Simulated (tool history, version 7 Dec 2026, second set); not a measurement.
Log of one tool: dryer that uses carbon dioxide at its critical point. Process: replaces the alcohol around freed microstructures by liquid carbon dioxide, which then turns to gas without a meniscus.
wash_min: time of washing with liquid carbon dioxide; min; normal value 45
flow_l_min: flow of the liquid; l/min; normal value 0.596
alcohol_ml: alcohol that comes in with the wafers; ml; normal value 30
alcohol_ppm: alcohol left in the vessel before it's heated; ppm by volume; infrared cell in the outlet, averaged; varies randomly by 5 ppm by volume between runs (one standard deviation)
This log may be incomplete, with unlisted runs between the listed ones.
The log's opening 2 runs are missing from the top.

| run | day | wash_min | flow_l_min | alcohol_ml | alcohol_ppm |
|---|---|---|---|---|---|
| 3 | 1.062 | 28 | 0.596 | 30 | 195 |
| 4 | 1.354 | 28 | 0.596 | 30 | 204 |
| 5 | 1.671 | 45 | 0.375 | 30 | 208 |
| 6 | 2.008 | 45 | 0.375 | 30 | 203 |
| 7 | 2.467 | 30 | 0.375 | 30 | 631 |
| 8 | 2.733 | 30 | 0.375 | 30 | 615 |
| 9 | 3.038 | 30 | 0.375 | 30 | 641 |
| 10 | 3.604 | 30 | 0.375 | 30 | 637 |
| 11 | 4.092 | 45 | 0.596 | 30 | 61 |
| 12 | 4.542 | 45 | 0.596 | 30 | 66 |
| 13 | 5.167 | 45 | 0.596 | 30 | 72 |
| 14 | 5.779 | 45 | 0.596 | 43 | 84 |
| 15 | 6.338 | 45 | 0.596 | 30 | 72 |
| 16 | 6.600 | 45 | 0.596 | 30 | 78 |
| 17 | 7.221 | 48 | 0.596 | 30 | 68 |
| 18 | 7.558 | 48 | 0.596 | 30 | 72 |
| 19 | 7.921 | 36 | 0.635 | 109 | 231 |

Run 20 comes next. What will it give?
| 20 | 8.412 | 36 | 0.708 | 58 | ? |

alcohol_ppm: 103 ppm by volume
Minus the tool's unlogged condition, the same run would have read alcohol_ppm 29 ppm by volume.

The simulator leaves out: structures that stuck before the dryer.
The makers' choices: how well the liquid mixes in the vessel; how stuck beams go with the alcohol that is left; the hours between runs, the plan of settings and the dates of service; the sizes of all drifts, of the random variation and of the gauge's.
